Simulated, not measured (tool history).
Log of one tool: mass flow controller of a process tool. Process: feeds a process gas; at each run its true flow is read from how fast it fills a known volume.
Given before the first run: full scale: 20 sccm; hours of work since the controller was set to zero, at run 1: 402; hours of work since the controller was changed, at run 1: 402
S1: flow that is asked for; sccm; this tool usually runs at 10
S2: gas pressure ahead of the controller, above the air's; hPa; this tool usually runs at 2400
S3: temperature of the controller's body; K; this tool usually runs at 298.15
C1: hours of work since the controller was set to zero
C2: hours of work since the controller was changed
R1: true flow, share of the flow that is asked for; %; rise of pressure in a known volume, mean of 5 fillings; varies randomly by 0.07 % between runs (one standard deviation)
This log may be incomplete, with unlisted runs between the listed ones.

run,hour,S1,S2,S3,C1,C2,R1
1,0,10,2400,298.15,402,402,98.8
2,69.3,10,2400,298.15,429,429,98.74
3,131,10,2400,298.15,453,453,98.76
4,182.6,10,1750,298.15,473,473,98.31
5,237.6,18,2400,298.15,494,494,100.08
6,298.4,18,2400,298.15,517,517,100.07
7,362.3,10,2400,299.15,542,542,98.93
8,418.9,10,1720,298.15,564,564,98.36
9,468.3,6,2400,298.15,583,583,98.24
# hour 475.1: controller's zero set anew
10,555.2,10,2400,300.15,31,616,99.09
11,603.8,10,2400,300.15,50,635,99.05
12,674,10,2400,300.15,77,662,99.07
13,718.7,11,2360,298.15,94,679,98.91
14,813,11,2360,294.15,130,715,98.75
15,905.4,11,1640,296.15,166,751,98.34
# hour 916.6: controller's zero set anew, once more
16,988.9,3,1510,312.15,28,783,98.14
17,1033.5,3,1510,312.15,45,800,98.11
18,1098.3,14,1510,307.15,70,825,99.44
19,1151.1,10,1420,300.15,90,845,98.25
20,1202.8,10,1420,300.15,110,865,98.24
21,1258.1,2,1940,311.15,132,887,98.24

Alternative continuations, all from the tool just after run 21; predict every row:
A,1318.4,2,2730,311.15,155,910,?
B,1318.4,8,1900,305.15,155,910,?
C,1318.4,2,2770,311.15,155,910,?
D,1318.4,16,1680,313.15,155,910,?
E,1318.4,10,2120,297.15,155,910,?

run,R1
A,98.81
B,98.65
C,98.96
D,100.34
E,98.64
Without the tool's unlogged condition, the same runs would have read:
run,R1
A,98.51
B,98.46
C,98.66
D,100.17
E,98.45
